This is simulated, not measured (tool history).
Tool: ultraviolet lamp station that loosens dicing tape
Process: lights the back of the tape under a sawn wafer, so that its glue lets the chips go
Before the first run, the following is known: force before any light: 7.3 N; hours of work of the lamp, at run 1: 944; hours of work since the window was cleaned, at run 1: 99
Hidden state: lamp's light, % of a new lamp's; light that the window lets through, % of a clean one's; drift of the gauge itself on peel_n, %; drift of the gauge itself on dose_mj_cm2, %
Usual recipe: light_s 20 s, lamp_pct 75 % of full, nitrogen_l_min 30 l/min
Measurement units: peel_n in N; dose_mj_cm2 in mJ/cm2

run	day	light_s	lamp_pct	nitrogen_l_min	hours of work of the lamp	hours of work since the window was cleaned	peel_n	dose_mj_cm2
1	0.000	20	75	30	944	99	1.200	395
2	1.150	20	75	30	961	115	1.198	390
3	2.992	20	75	30	987	142	1.223	392
4	5.471	20	75	30	1023	177	1.229	380
5	7.983	20	75	30	1059	213	1.307	381
6	9.733	20	75	30	1084	239	1.295	372
7	11.538	20	75	30	1110	265	1.323	371
8	13.033	20	73	30	1131	286	1.392	354
9	15.538	20	81	30	1167	322	1.221	389
10	16.908	20	81	30	1187	342	1.242	386
11	19.129	11	81	19	1219	374	3.198	210
# day 20.738: lamp changed
# day 21.196: window cleaned of glue's vapour
12	21.267	11	81	19	7	1	2.274	294
13	23.525	20	75	12	40	33	1.461	488
14	24.625	20	75	12	56	49	1.485	483

Hidden state or all else? Some run-to-run changes of peel_n, split into what the settings, what came in and random variation would give without the hidden state, and what is left for the hidden state (with any gauge scatter that isn't in both results):
Run 10 -> 11: light_s 20 -> 11, nitrogen_l_min 30 -> 19. peel_n +1.956 N: hidden state +0.356, all else +1.600.
Run 11 -> 12: lamp changed, window cleaned of glue's vapour. peel_n -0.924 N: hidden state -0.898, all else -0.026.
